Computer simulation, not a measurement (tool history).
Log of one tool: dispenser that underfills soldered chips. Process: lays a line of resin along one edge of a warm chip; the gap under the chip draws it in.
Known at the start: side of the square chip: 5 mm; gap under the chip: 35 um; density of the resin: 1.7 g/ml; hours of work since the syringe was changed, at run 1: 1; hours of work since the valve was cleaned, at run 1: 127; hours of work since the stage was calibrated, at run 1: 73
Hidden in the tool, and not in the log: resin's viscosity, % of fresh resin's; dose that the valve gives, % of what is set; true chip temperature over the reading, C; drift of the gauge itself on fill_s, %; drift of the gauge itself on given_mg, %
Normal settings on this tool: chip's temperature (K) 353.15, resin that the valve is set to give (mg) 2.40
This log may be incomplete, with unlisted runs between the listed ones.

run,day,chip's temperature (K),resin that the valve is set to give (mg),hours of work since the syringe was changed,hours of work since the valve was cleaned,hours of work since the stage was calibrated,time until the resin shows at the far edge (s),resin that the valve gave (mg)
1,0.000,353.15,2.40,1,127,73,64.2,2.25
2,0.238,353.15,2.40,5,131,77,89.2,2.19
# day 0.354: dispensing valve cleaned and set on the balance
3,0.475,351.15,2.40,8,2,80,122.8,2.38
# day 0.696: new syringe of resin
4,0.704,351.15,2.40,0,5,83,64.6,2.40
5,0.933,353.15,2.34,4,9,87,78.7,2.35
6,1.083,353.15,2.34,6,12,89,97.9,2.35
7,1.250,353.15,2.40,9,14,92,122.6,2.38
# day 1.396: new syringe of resin
8,1.475,353.15,2.40,1,18,96,66.6,2.36
9,1.667,353.15,2.40,4,21,99,84.4,2.37
10,1.788,353.15,2.40,6,23,101,99.9,2.32
11,2.067,353.15,2.40,11,27,105,149.0,2.34
# day 2.108: new syringe of resin
12,2.225,353.15,2.40,2,30,107,69.7,2.33
13,2.492,352.15,2.61,6,34,112,104.4,2.57
14,2.646,347.15,2.32,9,36,114,157.9,2.26
# day 2.804: new syringe of resin
15,2.850,358.15,2.60,1,40,117,52.9,2.58
16,3.071,358.15,2.60,4,43,121,71.6,2.55
17,3.292,358.15,2.60,8,47,125,96.9,2.57
# day 3.504: new syringe of resin
18,3.550,358.15,2.60,1,51,129,51.6,2.53
19,3.712,353.15,2.00,3,53,131,81.4,1.92
20,3.908,357.15,2.25,7,56,134,90.4,2.14
21,4.158,347.15,2.37,11,61,138,175.7,2.26
# day 4.204: new syringe of resin
22,4.379,367.15,2.37,3,64,142,46.9,2.24
23,4.579,365.15,2.42,6,67,145,64.7,2.34
24,4.862,365.15,2.42,11,72,150,92.9,2.30

3 options for the next run, each taken on its own from the tool as it stands now. Forecast them:
# day 4.896: new syringe of resin
A,5.100,365.15,3.05,3,75,153,?,?
# day 4.896: new syringe of resin
B,5.100,364.15,2.40,3,75,153,?,?
# day 4.896: new syringe of resin
C,5.100,342.15,2.19,3,75,153,?,?

run,time until the resin shows at the far edge (s),resin that the valve gave (mg)
A,51.1,2.90
B,54.4,2.31
C,119.6,2.04
Without the tool's unlogged condition, the same runs would have read:
run,time until the resin shows at the far edge (s),resin that the valve gave (mg)
A,39.4,3.04
B,41.7,2.42
C,91.8,2.14
